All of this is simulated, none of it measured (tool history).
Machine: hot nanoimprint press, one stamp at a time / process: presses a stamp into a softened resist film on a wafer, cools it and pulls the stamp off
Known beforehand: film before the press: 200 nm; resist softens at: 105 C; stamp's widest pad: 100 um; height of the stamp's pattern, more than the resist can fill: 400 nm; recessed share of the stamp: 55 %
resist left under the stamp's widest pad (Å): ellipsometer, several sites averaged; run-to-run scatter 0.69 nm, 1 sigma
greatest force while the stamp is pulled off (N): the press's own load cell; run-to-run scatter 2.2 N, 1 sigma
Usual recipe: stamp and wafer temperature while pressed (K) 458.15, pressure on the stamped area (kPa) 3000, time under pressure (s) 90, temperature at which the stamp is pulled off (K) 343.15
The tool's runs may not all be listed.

| run | hour | stamp and wafer temperature while pressed (K) | pressure on the stamped area (kPa) | time under pressure (s) | temperature at which the stamp is pulled off (K) | resist left under the stamp's widest pad (Å) | greatest force while the stamp is pulled off (N) |
|---|---|---|---|---|---|---|---|
| 1 | 0 | 458.15 | 3000 | 90 | 343.15 | 1132 | 98 |
| 2 | 11.8 | 458.15 | 3000 | 47 | 343.15 | 1378 | 99 |
| 3 | 19.6 | 458.15 | 3000 | 47 | 343.15 | 1374 | 99 |
| 4 | 34.1 | 458.15 | 3000 | 47 | 343.15 | 1363 | 99 |
| 5 | 41.2 | 458.15 | 3000 | 90 | 343.15 | 1143 | 98 |
| 6 | 47.9 | 458.15 | 3000 | 90 | 343.15 | 1127 | 94 |
| 7 | 59.4 | 458.15 | 3000 | 90 | 343.15 | 1130 | 98 |
| 8 | 71.7 | 458.15 | 3000 | 90 | 343.15 | 1137 | 98 |
| 9 | 82.3 | 458.15 | 3620 | 90 | 344.15 | 1056 | 95 |
| 10 | 93.9 | 463.15 | 3050 | 158 | 348.15 | 810 | 84 |
| 11 | 105.3 | 463.15 | 3050 | 158 | 348.15 | 798 | 85 |
| 12 | 120.6 | 463.15 | 3050 | 158 | 348.15 | 811 | 84 |
| 13 | 129 | 451.15 | 4200 | 46 | 334.15 | 1412 | 119 |
| 14 | 135.2 | 451.15 | 4200 | 46 | 334.15 | 1411 | 119 |
| 15 | 146.4 | 451.15 | 4200 | 46 | 334.15 | 1407 | 126 |
|  | 165.2 | stamp cleaned and given a new release coat |
| 16 | 165.6 | 458.15 | 3470 | 158 | 332.15 | 862 | 126 |

Consider 4 possible next runs. They are alternatives, not a sequence: every one starts from the tool as it was left by run 16. What does each give?
| A | 180.8 | 447.15 | 3000 | 90 | 343.15 | ? | ? |
| B | 180.8 | 460.15 | 3000 | 129 | 334.15 | ? | ? |
| C | 180.8 | 453.15 | 2220 | 90 | 344.15 | ? | ? |
| D | 180.8 | 458.15 | 3470 | 109 | 335.15 | ? | ? |

| run | resist left under the stamp's widest pad (Å) | greatest force while the stamp is pulled off (N) |
|---|---|---|
| A | 1416 | 95 |
| B | 942 | 119 |
| C | 1386 | 97 |
| D | 990 | 119 |
Had the tool no hidden state, the same runs would have come out as:
| run | resist left under the stamp's widest pad (Å) | greatest force while the stamp is pulled off (N) |
|---|---|---|
| A | 1413 | 95 |
| B | 940 | 119 |
| C | 1384 | 97 |
| D | 988 | 119 |
